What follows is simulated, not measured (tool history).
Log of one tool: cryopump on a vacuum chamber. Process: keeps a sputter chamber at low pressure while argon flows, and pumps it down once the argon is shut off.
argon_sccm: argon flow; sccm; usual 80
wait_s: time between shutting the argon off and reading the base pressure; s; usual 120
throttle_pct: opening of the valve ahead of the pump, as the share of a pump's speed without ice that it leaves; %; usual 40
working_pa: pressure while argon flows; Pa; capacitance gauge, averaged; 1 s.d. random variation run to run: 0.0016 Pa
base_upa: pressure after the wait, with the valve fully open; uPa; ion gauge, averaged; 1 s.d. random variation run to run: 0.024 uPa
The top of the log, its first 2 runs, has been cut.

run     day  argon_sccm  wait_s  throttle_pct  working_pa  base_upa
      6.050  -- leaking fittings of the chamber tightened, without venting
  3   6.396          80     120            40      0.3829      0.91
  4   7.962          80     120            40      0.3866      0.93
  5  10.992          38     120            40      0.1819      1.04
  6  13.850          80     120            20      0.7636      1.08
  7  16.096          80     120            20      0.7636      1.17
  8  17.833          80     120            20      0.7638      1.22
  9  20.542          80     120            20      0.7611      1.28
 10  22.146          80     120            40      0.3955      1.25
 11  25.446          80     120            18      0.8500      1.40
     26.629  -- pump warmed up, emptied and cooled again
 12  28.996          80     120            18      0.8321      1.36
 13  31.150          80     120            18      0.8287      1.39
 14  33.683          80     120            40      0.3786      1.44
 15  36.746          80     120            40      0.3794      1.55
 16  38.592          80     120            40      0.3844      1.57
 17  41.933          80     120            40      0.3847      1.64
 18  44.679          89     153            22      0.7705      1.60

Expected results for the next run?
 19  46.950          80      62            40           ?         ?

working_pa: 0.3869 Pa
base_upa: 2.28 uPa
On a tool with no hidden condition, and with the same random variation, this run would have come out at working_pa 0.3705 Pa, base_upa 1.30 uPa.
